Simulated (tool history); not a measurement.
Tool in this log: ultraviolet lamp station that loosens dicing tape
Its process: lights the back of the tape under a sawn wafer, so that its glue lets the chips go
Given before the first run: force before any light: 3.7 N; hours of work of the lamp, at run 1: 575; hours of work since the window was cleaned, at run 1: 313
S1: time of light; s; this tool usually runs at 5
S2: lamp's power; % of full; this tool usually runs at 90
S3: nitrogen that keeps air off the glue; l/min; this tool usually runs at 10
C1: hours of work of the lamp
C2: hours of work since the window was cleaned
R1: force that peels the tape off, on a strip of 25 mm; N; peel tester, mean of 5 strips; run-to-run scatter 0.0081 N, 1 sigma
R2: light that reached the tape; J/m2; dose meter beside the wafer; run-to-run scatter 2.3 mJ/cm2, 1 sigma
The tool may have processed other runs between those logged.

run    hour  S1  S2  S3    C1   C2     R1    R2
  1     0.0   5  90  10   575  313  0.429  1740
  2    97.1   5  90  10   633  371  0.454  1660
  3   197.2   5  90   8   693  431  0.513  1620
  4   254.6   5  90   8   727  465  0.550  1580
      313.4  -- window cleaned of glue's vapour
  5   358.5   5  90   8   789   27  0.599  1490
  6   440.1   5  90  10   838   76  0.557  1400
  7   510.9   5  90  10   880  118  0.562  1380
      551.5  -- window cleaned of glue's vapour, once more
  8   588.1   5  64   4   925   22  1.000  1320
  9   689.1   2  64   4   986   82  2.143   530
 10   751.4   9  90   9  1023  119  0.264  3090
 11   852.1   4  90   9  1083  179  0.646  1330
 12   905.9   4  68   4  1115  211  1.320  1050
 13   961.1   8  65   7  1148  244  0.477  1870
 14  1010.8   8  65   7  1177  274  0.481  1840

What if the next run were any one of these 5? Each begins from the tool's condition after run 14:
  A  1110.3   7  93   8  1237  333   ?   ?
  B  1110.3   5  69  13  1237  333   ?   ?
  C  1110.3   3  94   6  1237  333   ?   ?
  D  1110.3   8  77  18  1237  333   ?   ?
  E  1110.3   3  90  10  1237  333   ?   ?

run     R1    R2
  A  0.365  2200
  B  0.668  1180
  C  1.163   930
  D  0.292  2060
  E  0.996   930
With no hidden state in the tool, these same runs would have given:
run     R1    R2
  A  0.270  3290
  B  0.396  1760
  C  0.721  1400
  D  0.249  3080
  E  0.595  1380
